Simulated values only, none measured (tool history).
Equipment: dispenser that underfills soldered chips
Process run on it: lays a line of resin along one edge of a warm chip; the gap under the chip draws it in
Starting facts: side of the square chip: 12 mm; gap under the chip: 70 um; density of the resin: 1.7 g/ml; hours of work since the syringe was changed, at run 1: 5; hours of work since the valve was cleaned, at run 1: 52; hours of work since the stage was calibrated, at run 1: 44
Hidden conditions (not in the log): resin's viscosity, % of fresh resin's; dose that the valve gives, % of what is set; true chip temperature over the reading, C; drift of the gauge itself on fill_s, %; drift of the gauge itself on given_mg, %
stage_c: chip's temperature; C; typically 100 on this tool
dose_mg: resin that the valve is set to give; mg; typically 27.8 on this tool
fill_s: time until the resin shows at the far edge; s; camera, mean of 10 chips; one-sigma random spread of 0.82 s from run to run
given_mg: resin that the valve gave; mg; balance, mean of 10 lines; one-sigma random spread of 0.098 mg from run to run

| run | hour | stage_c | dose_mg | hours of work since the syringe was changed | hours of work since the valve was cleaned | hours of work since the stage was calibrated | fill_s | given_mg |
|---|---|---|---|---|---|---|---|---|
| 1 | 0 | 100 | 27.8 | 5 | 52 | 44 | 105.4 | 26.43 |
| 2 | 5.1 | 100 | 25 | 8 | 56 | 48 | 142.5 | 23.71 |
|  | 9.1 | new syringe of resin |
| 3 | 14.9 | 93 | 25 | 4 | 62 | 55 | 140.3 | 23.61 |
| 4 | 19.3 | 100 | 27.8 | 7 | 65 | 58 | 134.6 | 26.08 |
|  | 25.1 | new syringe of resin |
| 5 | 29.8 | 100 | 27.8 | 3 | 73 | 65 | 98.8 | 25.89 |
|  | 35 | dispensing valve cleaned and set on the balance |
| 6 | 39.5 | 100 | 27.8 | 9 | 3 | 71 | 152.2 | 27.98 |
|  | 42.1 | new syringe of resin |
| 7 | 46.8 | 112 | 27.8 | 3 | 8 | 76 | 64.7 | 27.75 |
| 8 | 52.6 | 100 | 27.8 | 7 | 12 | 80 | 134.5 | 27.67 |
|  | 58 | new syringe of resin |
| 9 | 58.4 | 113 | 27.8 | 0 | 16 | 84 | 48.7 | 27.47 |
| 10 | 65 | 100 | 27.8 | 5 | 21 | 88 | 111.7 | 27.16 |
| 11 | 71.8 | 99 | 27.8 | 10 | 25 | 93 | 166.6 | 27.37 |
|  | 73.8 | new syringe of resin |
| 12 | 81.3 | 99 | 27.8 | 5 | 32 | 100 | 119.2 | 27.06 |
|  | 89.5 | new syringe of resin |
| 13 | 91.2 | 99 | 27.8 | 1 | 39 | 106 | 88.1 | 27.02 |
| 14 | 97.2 | 100 | 27.2 | 5 | 43 | 111 | 117.2 | 26.24 |
|  | 105.2 | new syringe of resin |
| 15 | 105.3 | 100 | 27.2 | 0 | 48 | 116 | 78.2 | 26.07 |
| 16 | 113.4 | 100 | 27.2 | 6 | 54 | 122 | 118.6 | 25.98 |
|  | 121.3 | new syringe of resin |
| 17 | 121.9 | 107 | 27.8 | 0 | 60 | 127 | 62.4 | 26.35 |
| 18 | 131.6 | 100 | 27.8 | 7 | 67 | 134 | 136.9 | 26.35 |
|  | 137.1 | new syringe of resin |
| 19 | 139.2 | 109 | 29.6 | 1 | 72 | 139 | 61.4 | 27.79 |
|  | 145.4 | dispensing valve cleaned and set on the balance |
| 20 | 145.4 | 109 | 29.6 | 5 | 0 | 143 | 81.4 | 29.59 |
|  | 154.4 | new syringe of resin |
| 21 | 156.7 | 88 | 29.6 | 2 | 8 | 151 | 143.9 | 29.5 |
| 22 | 165.6 | 88 | 29.6 | 8 | 14 | 157 | 223.7 | 29.21 |

Forecast run 23:
|  | 170.6 | new syringe of resin |
| 23 | 174.6 | 100 | 30.6 | 3 | 20 | 163 | ? | ? |

fill_s: 96 s
given_mg: 30.37 mg
Were there no unlogged condition in the tool, this run, its random variation unchanged, would have produced fill_s 75.7 s, given_mg 30.88 mg.
